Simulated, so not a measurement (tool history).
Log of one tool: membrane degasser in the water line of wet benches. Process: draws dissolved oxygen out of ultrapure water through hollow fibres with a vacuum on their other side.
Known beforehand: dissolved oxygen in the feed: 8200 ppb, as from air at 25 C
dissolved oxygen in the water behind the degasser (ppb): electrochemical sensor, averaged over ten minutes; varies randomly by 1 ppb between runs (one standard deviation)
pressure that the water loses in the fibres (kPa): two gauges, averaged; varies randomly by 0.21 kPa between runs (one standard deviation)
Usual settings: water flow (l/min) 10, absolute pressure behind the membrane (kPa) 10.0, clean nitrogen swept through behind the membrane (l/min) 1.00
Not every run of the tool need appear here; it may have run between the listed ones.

| run | hour | water flow (l/min) | absolute pressure behind the membrane (kPa) | clean nitrogen swept through behind the membrane (l/min) | dissolved oxygen in the water behind the degasser (ppb) | pressure that the water loses in the fibres (kPa) |
|---|---|---|---|---|---|---|
| 1 | 0.0 | 10 | 10.0 | 1.00 | 167.2 | 51.21 |
| 2 | 43.9 | 10 | 10.0 | 1.00 | 168.4 | 51.42 |
| 3 | 71.2 | 11 | 10.0 | 1.00 | 187.1 | 56.47 |
| 4 | 94.7 | 11 | 10.0 | 1.00 | 187.3 | 55.92 |
| 5 | 117.4 | 7 | 10.0 | 1.00 | 118.5 | 36.09 |
| 6 | 168.1 | 10 | 10.0 | 1.00 | 169.3 | 50.99 |
| 7 | 205.7 | 10 | 10.0 | 1.00 | 167.6 | 51.06 |
| 8 | 256.4 | 10 | 10.0 | 1.00 | 167.1 | 51.08 |
| 9 | 299.9 | 10 | 10.0 | 1.00 | 169.0 | 51.10 |
| 10 | 327.9 | 10 | 10.0 | 1.00 | 167.5 | 51.42 |
| 11 | 377.2 | 10 | 10.0 | 1.00 | 169.0 | 51.28 |
| 12 | 418.8 | 10 | 10.0 | 1.00 | 166.8 | 51.34 |
| 13 | 444.0 | 10 | 10.0 | 1.00 | 169.1 | 51.54 |
|  | 448.3 | vacuum gauge calibrated |
| 14 | 479.3 | 10 | 10.0 | 1.52 | 117.2 | 51.18 |
| 15 | 530.8 | 10 | 10.0 | 1.52 | 115.4 | 51.84 |
| 16 | 570.9 | 10 | 9.3 | 1.52 | 103.2 | 51.43 |

Run 17 is up next; what results do you expect?
| 17 | 611.8 | 10 | 9.3 | 1.52 | ? | ? |

{"run 17": {"dissolved oxygen in the water behind the degasser (ppb)": 104.7, "pressure that the water loses in the fibres (kPa)": 51.23}}
The same run, on a tool lacking any hidden state, would have yielded dissolved oxygen in the water behind the degasser (ppb) 101.4, pressure that the water loses in the fibres (kPa) 51.08.
